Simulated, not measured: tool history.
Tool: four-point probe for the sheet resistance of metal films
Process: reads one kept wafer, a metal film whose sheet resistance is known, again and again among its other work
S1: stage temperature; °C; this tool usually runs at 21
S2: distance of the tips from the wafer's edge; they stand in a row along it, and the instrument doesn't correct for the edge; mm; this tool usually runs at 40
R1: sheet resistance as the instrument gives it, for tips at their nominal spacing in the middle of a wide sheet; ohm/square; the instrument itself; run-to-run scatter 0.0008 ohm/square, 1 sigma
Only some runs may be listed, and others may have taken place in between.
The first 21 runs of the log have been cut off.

run,day,S1,S2,R1
22,52.746,21,40,3.974276
23,54.717,23,11,3.982997
24,57.633,30,4,4.036225
25,60.338,22,16,3.976303
26,63.721,21,10,3.980708
27,67.079,21,10,3.980547
28,69.717,21,10,3.981181
29,71.883,29,7,3.998822
30,75.479,23,13,3.977539
31,77.329,23,13,3.977416
32,80.758,33,8,3.998314
33,82.800,33,8,3.997270
34,85.962,25,8,3.987605
35,88.058,22,32,3.972820
36,90.467,22,32,3.972885
37,92.804,22,32,3.972279
38,95.821,22,32,3.972156
39,97.971,29,3,4.072361
40,99.550,19,40,3.966836

What will run 41 give?
41,101.400,20,6,?

Run 41 produced R1 3.993268 ohm/square.
Were there no unlogged condition in the tool, this run, its random variation unchanged, would have produced R1 4.003668 ohm/square.

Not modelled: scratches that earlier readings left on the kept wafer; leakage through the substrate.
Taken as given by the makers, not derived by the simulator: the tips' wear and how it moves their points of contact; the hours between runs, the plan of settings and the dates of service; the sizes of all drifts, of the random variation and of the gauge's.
